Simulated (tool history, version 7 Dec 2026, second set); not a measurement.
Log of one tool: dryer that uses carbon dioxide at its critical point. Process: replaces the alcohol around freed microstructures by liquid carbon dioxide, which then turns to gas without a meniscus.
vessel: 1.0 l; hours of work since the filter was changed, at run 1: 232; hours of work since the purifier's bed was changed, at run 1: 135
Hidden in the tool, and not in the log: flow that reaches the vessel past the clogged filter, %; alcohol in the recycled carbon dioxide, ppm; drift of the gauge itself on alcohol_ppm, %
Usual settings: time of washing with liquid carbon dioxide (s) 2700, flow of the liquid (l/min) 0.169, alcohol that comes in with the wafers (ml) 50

run,day,time of washing with liquid carbon dioxide (s),flow of the liquid (l/min),alcohol that comes in with the wafers (ml),hours of work since the filter was changed,hours of work since the purifier's bed was changed,alcohol left in the vessel before it's heated (ppm by volume)
1,0,2700,0.169,50,232,135,115
2,0.612,2700,0.169,50,239,142,124
3,1.392,2700,0.169,50,248,151,129
4,2.583,2700,0.121,50,262,165,607
5,3.412,2700,0.121,50,272,175,624
6,4.304,2700,0.121,50,282,185,658
7,5.442,2700,0.121,50,296,198,657
8,6.396,2700,0.121,50,307,209,671
9,7.338,2700,0.121,50,318,220,683
10,8.517,2700,0.121,50,331,234,710
11,9.354,2700,0.169,24,341,244,100
12,10.025,2700,0.169,24,349,252,105
13,10.583,2700,0.169,24,355,258,105
14,11.162,2700,0.207,50,362,265,83
15,11.729,2040,0.169,50,369,272,601
16,12.258,2040,0.159,50,375,278,744
17,13.1,2040,0.159,50,385,287,778
18,13.812,2040,0.159,50,393,296,778
19,14.783,2700,0.223,50,404,307,81
20,15.858,2700,0.223,50,417,320,75
21,16.696,3960,0.218,40,427,329,58
22,17.496,2700,0.169,74,436,339,267
23,18.421,2700,0.169,35,447,349,159
24,19.358,2580,0.169,46,458,360,236
25,20.154,2040,0.282,50,467,370,89
26,21.288,2040,0.284,35,480,383,94
27,22.275,3240,0.123,69,492,394,548
28,22.967,2160,0.2,76,500,402,407
29,23.779,3840,0.169,50,509,412,86
30,24.583,3600,0.112,44,519,421,366
# day 24.775: inlet filter changed
31,25.608,3600,0.112,35,10,433,146
32,26.279,2760,0.169,116,17,440,180
33,27.2,2700,0.244,37,28,451,72
34,27.921,2700,0.169,81,37,460,171
35,29.108,1860,0.164,50,50,473,653
36,29.808,2700,0.227,21,59,482,79
37,30.308,2700,0.227,21,64,487,83
38,31.121,2700,0.276,50,74,497,84

Some steps in alcohol left in the vessel before it's heated (ppm by volume) between neighbouring runs. How much of each would the tool show without its hidden state too (settings, what came in, random variation), and how much is left for the hidden state, with any gauge scatter that isn't in both results?
Run 10 -> 11: flow of the liquid (l/min) 0.121 -> 0.169, alcohol that comes in with the wafers (ml) 50 -> 24. alcohol left in the vessel before it's heated (ppm by volume) -610: hidden state -254, all else -356.
Run 18 -> 19: time of washing with liquid carbon dioxide (s) 2040 -> 2700, flow of the liquid (l/min) 0.159 -> 0.223. alcohol left in the vessel before it's heated (ppm by volume) -697: hidden state -337, all else -360.
Run 26 -> 27: time of washing with liquid carbon dioxide (s) 2040 -> 3240, flow of the liquid (l/min) 0.284 -> 0.123, alcohol that comes in with the wafers (ml) 35 -> 69. alcohol left in the vessel before it's heated (ppm by volume) +454: hidden state +291, all else +163.
Run 35 -> 36: time of washing with liquid carbon dioxide (s) 1860 -> 2700, flow of the liquid (l/min) 0.164 -> 0.227, alcohol that comes in with the wafers (ml) 50 -> 21. alcohol left in the vessel before it's heated (ppm by volume) -574: hidden state -50, all else -524.
